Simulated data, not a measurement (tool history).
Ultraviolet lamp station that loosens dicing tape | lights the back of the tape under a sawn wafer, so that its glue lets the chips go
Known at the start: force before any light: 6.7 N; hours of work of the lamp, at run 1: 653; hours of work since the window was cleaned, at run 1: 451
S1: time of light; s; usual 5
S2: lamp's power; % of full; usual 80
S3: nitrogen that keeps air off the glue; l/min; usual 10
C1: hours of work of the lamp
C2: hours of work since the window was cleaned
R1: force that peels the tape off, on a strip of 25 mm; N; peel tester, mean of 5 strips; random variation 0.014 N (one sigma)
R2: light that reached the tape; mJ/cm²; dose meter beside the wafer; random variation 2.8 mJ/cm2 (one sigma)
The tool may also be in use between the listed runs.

{"run": 1, "hour": 0.0, "S1": 5, "S2": 80, "S3": 10, "C1": 653, "C2": 451, "R1": 0.635, "R2": 402}
{"run": 2, "hour": 17.7, "S1": 5, "S2": 80, "S3": 10, "C1": 665, "C2": 463, "R1": 0.657, "R2": 405}
{"run": 3, "hour": 33.0, "S1": 5, "S2": 77, "S3": 10, "C1": 675, "C2": 474, "R1": 0.681, "R2": 385}
{"hour": 48.5, "done": "window cleaned of glue's vapour"}
{"run": 4, "hour": 54.6, "S1": 2, "S2": 80, "S3": 10, "C1": 689, "C2": 4, "R1": 2.519, "R2": 163}
{"run": 5, "hour": 80.7, "S1": 2, "S2": 80, "S3": 10, "C1": 706, "C2": 22, "R1": 2.51, "R2": 160}
{"run": 6, "hour": 105.9, "S1": 2, "S2": 80, "S3": 10, "C1": 723, "C2": 38, "R1": 2.439, "R2": 159}
{"run": 7, "hour": 132.0, "S1": 6, "S2": 80, "S3": 10, "C1": 741, "C2": 56, "R1": 0.424, "R2": 484}
{"run": 8, "hour": 158.6, "S1": 6, "S2": 80, "S3": 10, "C1": 758, "C2": 74, "R1": 0.433, "R2": 487}
{"run": 9, "hour": 180.3, "S1": 6, "S2": 80, "S3": 10, "C1": 773, "C2": 88, "R1": 0.439, "R2": 477}
{"run": 10, "hour": 195.5, "S1": 6, "S2": 80, "S3": 10, "C1": 783, "C2": 98, "R1": 0.43, "R2": 483}
{"run": 11, "hour": 214.7, "S1": 5, "S2": 77, "S3": 10, "C1": 796, "C2": 111, "R1": 0.7, "R2": 387}
{"run": 12, "hour": 229.4, "S1": 2, "S2": 95, "S3": 10, "C1": 806, "C2": 121, "R1": 2.185, "R2": 192}
{"run": 13, "hour": 246.1, "S1": 2, "S2": 89, "S3": 5, "C1": 817, "C2": 132, "R1": 3.001, "R2": 176}
{"run": 14, "hour": 264.3, "S1": 4, "S2": 81, "S3": 3, "C1": 829, "C2": 144, "R1": 2.052, "R2": 321}
{"run": 15, "hour": 289.9, "S1": 5, "S2": 80, "S3": 5, "C1": 846, "C2": 161, "R1": 1.087, "R2": 402}

3 ways to go on from here, each from the tool as it stands after run 15. What would each give?
{"run": "A", "hour": 315.5, "S1": 4, "S2": 95, "S3": 10, "C1": 863, "C2": 178, "R1": "?", "R2": "?"}
{"run": "B", "hour": 315.5, "S1": 5, "S2": 87, "S3": 10, "C1": 863, "C2": 178, "R1": "?", "R2": "?"}
{"run": "C", "hour": 315.5, "S1": 5, "S2": 80, "S3": 4, "C1": 863, "C2": 178, "R1": "?", "R2": "?"}

run=A R1=0.696 R2=382
run=B R1=0.558 R2=436
run=C R1=1.309 R2=407
Without the tool's hidden state the same runs would have given:
run=A R1=0.693 R2=383
run=B R1=0.555 R2=437
run=C R1=1.304 R2=408
